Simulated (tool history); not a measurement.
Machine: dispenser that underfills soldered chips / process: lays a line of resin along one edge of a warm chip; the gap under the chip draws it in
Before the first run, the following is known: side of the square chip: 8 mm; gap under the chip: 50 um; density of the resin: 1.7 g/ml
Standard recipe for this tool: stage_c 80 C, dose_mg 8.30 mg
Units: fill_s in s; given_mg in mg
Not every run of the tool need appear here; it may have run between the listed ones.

run,hour,stage_c,dose_mg,fill_s,given_mg
1,0.0,80,8.30,128.9,8.31
# hour 7.2: new syringe of resin
2,10.6,80,8.30,115.5,8.29
3,16.0,80,8.30,145.6,8.25
4,20.2,80,8.30,166.3,8.24
# hour 21.1: new syringe of resin
5,30.5,80,8.30,141.5,8.22
# hour 34.8: new syringe of resin
6,40.0,80,8.93,122.0,8.82
7,46.8,80,8.93,160.1,8.79
# hour 48.6: new syringe of resin
8,57.0,80,8.93,138.5,8.75
# hour 62.7: new syringe of resin
9,65.2,80,8.93,109.0,8.73
10,73.7,86,8.30,123.5,8.11
# hour 77.0: new syringe of resin
11,82.0,80,8.30,120.4,8.06
# hour 85.3: dispensing valve cleaned and set on the balance
12,87.3,80,8.51,143.4,8.49
# hour 92.0: new syringe of resin
13,96.2,80,10.37,112.3,10.33
14,103.2,80,10.37,148.9,10.33
# hour 105.9: new syringe of resin
15,108.9,80,10.37,114.6,10.29
# hour 119.5: new syringe of resin
16,119.5,80,10.37,99.2,10.28
17,127.2,80,10.37,130.8,10.20
# hour 133.7: new syringe of resin
18,136.8,80,8.69,114.0,8.51
19,146.3,70,7.29,255.5,7.14
# hour 147.3: new syringe of resin
20,153.0,91,8.30,84.3,8.11
# hour 161.0: new syringe of resin
21,161.5,69,7.34,161.5,7.13
# hour 171.0: dispensing valve cleaned and set on the balance
22,171.9,80,8.15,146.7,8.20
# hour 176.2: new syringe of resin
23,180.8,80,8.15,120.3,8.14
# hour 190.1: new syringe of resin
24,190.6,73,7.80,138.3,7.79
25,199.2,85,7.83,122.5,7.78
# hour 204.0: new syringe of resin
26,209.4,94,7.81,75.8,7.73
# hour 217.9: new syringe of resin
27,218.5,80,7.53,103.8,7.45

The next listed run, before its measurement:
28,227.9,83,8.02,?,?

{"run 28": {"fill_s": 132.2, "given_mg": 7.88}}
On a tool with no hidden condition, and with the same random variation, this run would have come out at fill_s 84.8 s, given_mg 8.00 mg.
